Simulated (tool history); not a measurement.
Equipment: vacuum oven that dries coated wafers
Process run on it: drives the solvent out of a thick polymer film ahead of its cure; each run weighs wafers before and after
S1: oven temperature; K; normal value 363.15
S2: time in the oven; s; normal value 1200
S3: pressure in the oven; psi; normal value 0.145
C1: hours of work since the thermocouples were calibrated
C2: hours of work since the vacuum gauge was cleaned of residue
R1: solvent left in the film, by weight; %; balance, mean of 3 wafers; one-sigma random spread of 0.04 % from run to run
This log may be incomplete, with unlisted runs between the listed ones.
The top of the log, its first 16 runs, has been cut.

| run | day | S1 | S2 | S3 | C1 | C2 | R1 |
|---|---|---|---|---|---|---|---|
| 17 | 16.421 | 363.15 | 1200 | 0.458 | 584 | 343 | 2.33 |
| 18 | 17.392 | 363.15 | 1200 | 0.145 | 599 | 358 | 1.67 |
| 19 | 18.425 | 362.15 | 1200 | 0.145 | 615 | 373 | 1.84 |
| 20 | 19.792 | 362.15 | 1200 | 0.145 | 635 | 394 | 1.84 |
| 21 | 20.762 | 358.15 | 1200 | 0.268 | 650 | 409 | 2.89 |
| 22 | 21.346 | 351.15 | 1020 | 0.145 | 659 | 417 | 4.90 |
| 23 | 22.175 | 367.15 | 1020 | 0.145 | 671 | 430 | 1.58 |
| 24 | 23.183 | 363.15 | 1320 | 0.513 | 686 | 445 | 2.26 |
| 25 | 24.088 | 363.15 | 1200 | 0.186 | 700 | 459 | 1.76 |
| 26 | 25.250 | 363.15 | 1200 | 0.186 | 718 | 476 | 1.73 |
| 27 | 26.296 | 370.15 | 1200 | 0.145 | 733 | 492 | 0.94 |
| 28 | 27.467 | 373.15 | 1200 | 0.174 | 751 | 510 | 0.68 |
| 29 | 28.467 | 359.15 | 1200 | 0.094 | 766 | 525 | 2.22 |
| 30 | 29.138 | 359.15 | 1200 | 0.094 | 776 | 535 | 2.27 |
| 31 | 29.854 | 350.15 | 1200 | 0.331 | 787 | 546 | 5.14 |
| 32 | 31.000 | 350.15 | 1200 | 0.331 | 804 | 563 | 5.11 |
| 33 | 32.008 | 350.15 | 660 | 0.392 | 820 | 579 | 8.36 |
| 34 | 33.083 | 350.15 | 660 | 0.392 | 836 | 595 | 8.45 |
| 35 | 34.025 | 354.15 | 840 | 0.145 | 850 | 609 | 5.31 |

Predict each of these 5 candidate next runs independently; none follows another, all start after run 35:
| A | 34.692 | 354.15 | 600 | 0.157 | 860 | 619 | ? |
| B | 34.692 | 365.15 | 840 | 0.145 | 860 | 619 | ? |
| C | 34.692 | 354.15 | 840 | 0.181 | 860 | 619 | ? |
| D | 34.692 | 358.15 | 1680 | 0.239 | 860 | 619 | ? |
| E | 34.692 | 366.15 | 660 | 0.323 | 860 | 619 | ? |

| run | R1 |
|---|---|
| A | 7.21 |
| B | 2.69 |
| C | 5.38 |
| D | 1.73 |
| E | 3.92 |
Had the tool no hidden state, the same runs would have come out as:
| run | R1 |
|---|---|
| A | 6.86 |
| B | 2.42 |
| C | 5.01 |
| D | 1.49 |
| E | 3.62 |

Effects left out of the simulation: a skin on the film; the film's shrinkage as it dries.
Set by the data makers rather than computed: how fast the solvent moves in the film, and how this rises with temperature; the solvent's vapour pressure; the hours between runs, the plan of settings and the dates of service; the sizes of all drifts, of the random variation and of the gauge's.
